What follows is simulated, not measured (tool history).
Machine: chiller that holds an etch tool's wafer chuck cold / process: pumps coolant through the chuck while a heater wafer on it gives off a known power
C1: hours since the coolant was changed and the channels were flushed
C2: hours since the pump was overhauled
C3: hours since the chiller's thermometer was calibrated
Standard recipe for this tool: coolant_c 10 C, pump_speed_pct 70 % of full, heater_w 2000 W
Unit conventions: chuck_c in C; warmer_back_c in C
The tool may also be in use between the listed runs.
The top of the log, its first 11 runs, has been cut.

{"run": 12, "hour": 1620.5, "coolant_c": 10, "pump_speed_pct": 70, "heater_w": 2000, "C1": 1734, "C2": 3173, "C3": 1734, "chuck_c": 31.8, "warmer_back_c": 6.12}
{"run": 13, "hour": 1782.0, "coolant_c": 10, "pump_speed_pct": 70, "heater_w": 1143, "C1": 1896, "C2": 3334, "C3": 1896, "chuck_c": 22.3, "warmer_back_c": 3.52}
{"run": 14, "hour": 1950.6, "coolant_c": 10, "pump_speed_pct": 70, "heater_w": 1143, "C1": 2064, "C2": 3503, "C3": 2064, "chuck_c": 22.5, "warmer_back_c": 3.5}
{"run": 15, "hour": 2057.4, "coolant_c": 10, "pump_speed_pct": 70, "heater_w": 1143, "C1": 2171, "C2": 3610, "C3": 2171, "chuck_c": 22.5, "warmer_back_c": 3.52}
{"run": 16, "hour": 2205.7, "coolant_c": 10, "pump_speed_pct": 70, "heater_w": 1143, "C1": 2319, "C2": 3758, "C3": 2319, "chuck_c": 22.7, "warmer_back_c": 3.53}
{"run": 17, "hour": 2342.1, "coolant_c": 10, "pump_speed_pct": 70, "heater_w": 1143, "C1": 2456, "C2": 3895, "C3": 2456, "chuck_c": 22.7, "warmer_back_c": 3.54}
{"run": 18, "hour": 2505.7, "coolant_c": 10, "pump_speed_pct": 70, "heater_w": 1143, "C1": 2619, "C2": 4058, "C3": 2619, "chuck_c": 22.6, "warmer_back_c": 3.55}
{"run": 19, "hour": 2696.9, "coolant_c": 10, "pump_speed_pct": 70, "heater_w": 1370, "C1": 2810, "C2": 4249, "C3": 2810, "chuck_c": 25.2, "warmer_back_c": 4.25}
{"run": 20, "hour": 2836.1, "coolant_c": 15, "pump_speed_pct": 70, "heater_w": 1459, "C1": 2950, "C2": 4389, "C3": 2950, "chuck_c": 31, "warmer_back_c": 4.54}
{"run": 21, "hour": 2973.3, "coolant_c": 10, "pump_speed_pct": 97, "heater_w": 2000, "C1": 3087, "C2": 4526, "C3": 3087, "chuck_c": 28, "warmer_back_c": 4.29}
{"run": 22, "hour": 3147.4, "coolant_c": 12, "pump_speed_pct": 66, "heater_w": 2280, "C1": 3261, "C2": 4700, "C3": 3261, "chuck_c": 38, "warmer_back_c": 7.52}
{"run": 23, "hour": 3236.9, "coolant_c": 10, "pump_speed_pct": 71, "heater_w": 2253, "C1": 3350, "C2": 4789, "C3": 3350, "chuck_c": 34.8, "warmer_back_c": 6.83}
{"run": 24, "hour": 3354.8, "coolant_c": 18, "pump_speed_pct": 71, "heater_w": 1189, "C1": 3468, "C2": 4907, "C3": 3468, "chuck_c": 30.9, "warmer_back_c": 3.62}
{"run": 25, "hour": 3527.5, "coolant_c": 4, "pump_speed_pct": 69, "heater_w": 2997, "C1": 3641, "C2": 5080, "C3": 3641, "chuck_c": 37.3, "warmer_back_c": 9.4}
{"run": 26, "hour": 3654.2, "coolant_c": 4, "pump_speed_pct": 99, "heater_w": 1228, "C1": 3768, "C2": 5207, "C3": 3768, "chuck_c": 15.1, "warmer_back_c": 2.56}
{"run": 27, "hour": 3751.1, "coolant_c": 11, "pump_speed_pct": 98, "heater_w": 2643, "C1": 3865, "C2": 5304, "C3": 3865, "chuck_c": 34.5, "warmer_back_c": 5.64}
{"hour": 3837.7, "done": "chiller's thermometer calibrated"}
{"hour": 3885.1, "done": "coolant changed, channels flushed"}
{"run": 28, "hour": 3892.5, "coolant_c": 10, "pump_speed_pct": 89, "heater_w": 1129, "C1": 7, "C2": 5438, "C3": 49, "chuck_c": 20.6, "warmer_back_c": 2.67}
{"run": 29, "hour": 4080.4, "coolant_c": 18, "pump_speed_pct": 75, "heater_w": 1129, "C1": 195, "C2": 5626, "C3": 237, "chuck_c": 29.9, "warmer_back_c": 3.23}
{"run": 30, "hour": 4178.0, "coolant_c": 7, "pump_speed_pct": 86, "heater_w": 1446, "C1": 293, "C2": 5724, "C3": 334, "chuck_c": 20.9, "warmer_back_c": 3.5}
{"run": 31, "hour": 4278.5, "coolant_c": 13, "pump_speed_pct": 68, "heater_w": 1638, "C1": 393, "C2": 5824, "C3": 435, "chuck_c": 31.3, "warmer_back_c": 5.28}
{"run": 32, "hour": 4403.2, "coolant_c": 4, "pump_speed_pct": 70, "heater_w": 2000, "C1": 518, "C2": 5949, "C3": 559, "chuck_c": 26.1, "warmer_back_c": 6.17}
{"run": 33, "hour": 4554.2, "coolant_c": 17, "pump_speed_pct": 70, "heater_w": 2925, "C1": 669, "C2": 6100, "C3": 711, "chuck_c": 49.4, "warmer_back_c": 9.05}

Consider 3 possible next runs. They are alternatives, not a sequence: every one starts from the tool as it was left by run 33. What does each give?
{"run": "A", "hour": 4704.7, "coolant_c": 11, "pump_speed_pct": 72, "heater_w": 2912, "C1": 820, "C2": 6250, "C3": 861, "chuck_c": "?", "warmer_back_c": "?"}
{"run": "B", "hour": 4704.7, "coolant_c": 17, "pump_speed_pct": 87, "heater_w": 1131, "C1": 820, "C2": 6250, "C3": 861, "chuck_c": "?", "warmer_back_c": "?"}
{"run": "C", "hour": 4704.7, "coolant_c": 17, "pump_speed_pct": 70, "heater_w": 1425, "C1": 820, "C2": 6250, "C3": 861, "chuck_c": "?", "warmer_back_c": "?"}

run=A chuck_c=42.3 warmer_back_c=8.71
run=B chuck_c=28 warmer_back_c=2.64
run=C chuck_c=32.7 warmer_back_c=4.39
Take away the tool's hidden state, keep each run's random variation, and the runs would have read:
run=A chuck_c=42.2 warmer_back_c=8.69
run=B chuck_c=28 warmer_back_c=2.64
run=C chuck_c=32.6 warmer_back_c=4.38
